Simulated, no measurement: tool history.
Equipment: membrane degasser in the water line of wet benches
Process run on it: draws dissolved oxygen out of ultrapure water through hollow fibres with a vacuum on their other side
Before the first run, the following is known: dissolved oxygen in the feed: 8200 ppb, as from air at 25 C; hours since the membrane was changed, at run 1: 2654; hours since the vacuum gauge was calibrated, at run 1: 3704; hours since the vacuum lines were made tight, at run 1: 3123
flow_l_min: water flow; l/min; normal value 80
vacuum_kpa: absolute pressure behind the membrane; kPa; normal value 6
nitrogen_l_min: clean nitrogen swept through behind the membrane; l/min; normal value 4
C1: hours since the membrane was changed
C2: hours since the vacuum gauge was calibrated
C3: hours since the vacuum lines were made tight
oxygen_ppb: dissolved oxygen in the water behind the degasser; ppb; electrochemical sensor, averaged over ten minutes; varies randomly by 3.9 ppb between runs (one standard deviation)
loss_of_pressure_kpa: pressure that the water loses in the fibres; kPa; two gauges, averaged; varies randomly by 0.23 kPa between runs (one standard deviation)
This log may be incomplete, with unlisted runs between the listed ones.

{"run": 1, "hour": 0.0, "flow_l_min": 80, "vacuum_kpa": 6, "nitrogen_l_min": 4, "C1": 2654, "C2": 3704, "C3": 3123, "oxygen_ppb": 387.8, "loss_of_pressure_kpa": 58.55}
{"run": 2, "hour": 190.3, "flow_l_min": 80, "vacuum_kpa": 6, "nitrogen_l_min": 4, "C1": 2845, "C2": 3894, "C3": 3313, "oxygen_ppb": 385.6, "loss_of_pressure_kpa": 58.8}
{"run": 3, "hour": 355.3, "flow_l_min": 80, "vacuum_kpa": 6, "nitrogen_l_min": 4, "C1": 3010, "C2": 4059, "C3": 3478, "oxygen_ppb": 382, "loss_of_pressure_kpa": 58.78}
{"run": 4, "hour": 545.5, "flow_l_min": 80, "vacuum_kpa": 6, "nitrogen_l_min": 4, "C1": 3200, "C2": 4249, "C3": 3669, "oxygen_ppb": 386.2, "loss_of_pressure_kpa": 58.65}
{"run": 5, "hour": 641.5, "flow_l_min": 80, "vacuum_kpa": 6, "nitrogen_l_min": 4, "C1": 3296, "C2": 4345, "C3": 3765, "oxygen_ppb": 384.1, "loss_of_pressure_kpa": 59.06}
{"run": 6, "hour": 813.6, "flow_l_min": 80, "vacuum_kpa": 6, "nitrogen_l_min": 4, "C1": 3468, "C2": 4517, "C3": 3937, "oxygen_ppb": 380.2, "loss_of_pressure_kpa": 58.75}
{"run": 7, "hour": 919.4, "flow_l_min": 80, "vacuum_kpa": 6, "nitrogen_l_min": 4, "C1": 3574, "C2": 4623, "C3": 4043, "oxygen_ppb": 386.2, "loss_of_pressure_kpa": 58.46}
{"hour": 995.6, "done": "seals of the vacuum lines changed"}
{"run": 8, "hour": 1098.3, "flow_l_min": 125, "vacuum_kpa": 6.69, "nitrogen_l_min": 2.53, "C1": 3751, "C2": 4800, "C3": 103, "oxygen_ppb": 917.8, "loss_of_pressure_kpa": 91.56}
{"run": 9, "hour": 1218.4, "flow_l_min": 125, "vacuum_kpa": 6.69, "nitrogen_l_min": 2.53, "C1": 3871, "C2": 4920, "C3": 223, "oxygen_ppb": 918, "loss_of_pressure_kpa": 92}
{"run": 10, "hour": 1302.7, "flow_l_min": 80, "vacuum_kpa": 8.18, "nitrogen_l_min": 7.46, "C1": 3955, "C2": 5004, "C3": 307, "oxygen_ppb": 389, "loss_of_pressure_kpa": 58.63}
{"run": 11, "hour": 1385.4, "flow_l_min": 80, "vacuum_kpa": 8.18, "nitrogen_l_min": 7.46, "C1": 4038, "C2": 5087, "C3": 390, "oxygen_ppb": 386.2, "loss_of_pressure_kpa": 58.42}
{"run": 12, "hour": 1470.2, "flow_l_min": 64, "vacuum_kpa": 6, "nitrogen_l_min": 4, "C1": 4123, "C2": 5172, "C3": 475, "oxygen_ppb": 253, "loss_of_pressure_kpa": 47.02}
{"run": 13, "hour": 1626.8, "flow_l_min": 85, "vacuum_kpa": 6.25, "nitrogen_l_min": 1.68, "C1": 4279, "C2": 5328, "C3": 631, "oxygen_ppb": 572.7, "loss_of_pressure_kpa": 62.32}

Take each entry between the runs: how does the hidden state at the last listed run before it differ from the hidden state at the first listed run after it?
From run 7 to run 8: seals of the vacuum lines changed (hour 995.6)
  air that leaks in behind the membrane, l/min: 0.0021 -> 0.002
